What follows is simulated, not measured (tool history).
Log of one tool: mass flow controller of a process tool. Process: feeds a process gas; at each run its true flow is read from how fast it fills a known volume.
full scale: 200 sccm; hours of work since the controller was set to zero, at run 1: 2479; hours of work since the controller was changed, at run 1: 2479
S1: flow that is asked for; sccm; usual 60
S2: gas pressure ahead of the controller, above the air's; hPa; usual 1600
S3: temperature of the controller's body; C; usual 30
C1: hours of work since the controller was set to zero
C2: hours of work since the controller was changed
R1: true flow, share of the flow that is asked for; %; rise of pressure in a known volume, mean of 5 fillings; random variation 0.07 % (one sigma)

{"run": 1, "hour": 0.0, "S1": 60, "S2": 1600, "S3": 30, "C1": 2479, "C2": 2479, "R1": 96.87}
{"run": 2, "hour": 169.3, "S1": 60, "S2": 1600, "S3": 30, "C1": 2573, "C2": 2573, "R1": 96.87}
{"run": 3, "hour": 254.4, "S1": 60, "S2": 1600, "S3": 29, "C1": 2620, "C2": 2620, "R1": 96.97}
{"run": 4, "hour": 401.1, "S1": 60, "S2": 1600, "S3": 32, "C1": 2700, "C2": 2700, "R1": 96.55}
{"run": 5, "hour": 556.3, "S1": 60, "S2": 1600, "S3": 32, "C1": 2786, "C2": 2786, "R1": 96.49}
{"run": 6, "hour": 694.0, "S1": 60, "S2": 1600, "S3": 30, "C1": 2862, "C2": 2862, "R1": 96.67}
{"run": 7, "hour": 880.0, "S1": 60, "S2": 1600, "S3": 30, "C1": 2965, "C2": 2965, "R1": 96.64}
{"run": 8, "hour": 1013.3, "S1": 60, "S2": 1600, "S3": 30, "C1": 3038, "C2": 3038, "R1": 96.49}
{"run": 9, "hour": 1128.3, "S1": 60, "S2": 1600, "S3": 30, "C1": 3102, "C2": 3102, "R1": 96.6}
{"run": 10, "hour": 1277.3, "S1": 60, "S2": 1600, "S3": 30, "C1": 3184, "C2": 3184, "R1": 96.39}
{"run": 11, "hour": 1361.7, "S1": 60, "S2": 1600, "S3": 30, "C1": 3230, "C2": 3230, "R1": 96.54}
{"run": 12, "hour": 1449.4, "S1": 60, "S2": 2730, "S3": 30, "C1": 3279, "C2": 3279, "R1": 95.86}
{"run": 13, "hour": 1615.7, "S1": 60, "S2": 2730, "S3": 22, "C1": 3371, "C2": 3371, "R1": 96.33}
{"run": 14, "hour": 1715.0, "S1": 60, "S2": 1750, "S3": 22, "C1": 3425, "C2": 3425, "R1": 96.69}
{"run": 15, "hour": 1868.1, "S1": 60, "S2": 2630, "S3": 22, "C1": 3510, "C2": 3510, "R1": 96.39}
{"run": 16, "hour": 2053.6, "S1": 60, "S2": 2630, "S3": 22, "C1": 3612, "C2": 3612, "R1": 96.26}
{"run": 17, "hour": 2137.1, "S1": 22, "S2": 1580, "S3": 38, "C1": 3658, "C2": 3658, "R1": 94.27}
{"run": 18, "hour": 2256.2, "S1": 62, "S2": 1710, "S3": 34, "C1": 3724, "C2": 3724, "R1": 95.83}
{"run": 19, "hour": 2375.9, "S1": 62, "S2": 1710, "S3": 34, "C1": 3790, "C2": 3790, "R1": 95.75}
{"run": 20, "hour": 2532.7, "S1": 62, "S2": 1710, "S3": 34, "C1": 3877, "C2": 3877, "R1": 95.84}
{"run": 21, "hour": 2655.4, "S1": 38, "S2": 2170, "S3": 23, "C1": 3944, "C2": 3944, "R1": 95.68}
{"run": 22, "hour": 2755.7, "S1": 38, "S2": 2170, "S3": 23, "C1": 4000, "C2": 4000, "R1": 95.66}
{"run": 23, "hour": 2895.2, "S1": 51, "S2": 1480, "S3": 25, "C1": 4077, "C2": 4077, "R1": 96.12}
{"run": 24, "hour": 3065.7, "S1": 51, "S2": 1480, "S3": 25, "C1": 4171, "C2": 4171, "R1": 96.21}

Measured less the same run without the tool's hidden state. The same run-to-run variation is in both; the gauge's scatter may not be:
The hidden state here: flow at rest that the sensor doesn't see, % of full scale; true flow over the shown one, %; drift of the gauge itself on true_pct, %.
run=1 R1=-1.31
run=2 R1=-1.37
run=3 R1=-1.39
run=4 R1=-1.43
run=5 R1=-1.49
run=6 R1=-1.53
run=7 R1=-1.58
run=8 R1=-1.62
run=9 R1=-1.66
run=10 R1=-1.71
run=11 R1=-1.74
run=12 R1=-1.77
run=13 R1=-1.82
run=14 R1=-1.85
run=15 R1=-1.89
run=16 R1=-1.95
run=17 R1=-2.94
run=18 R1=-2.00
run=19 R1=-2.04
run=20 R1=-2.09
run=21 R1=-2.49
run=22 R1=-2.52
run=23 R1=-2.33
run=24 R1=-2.39
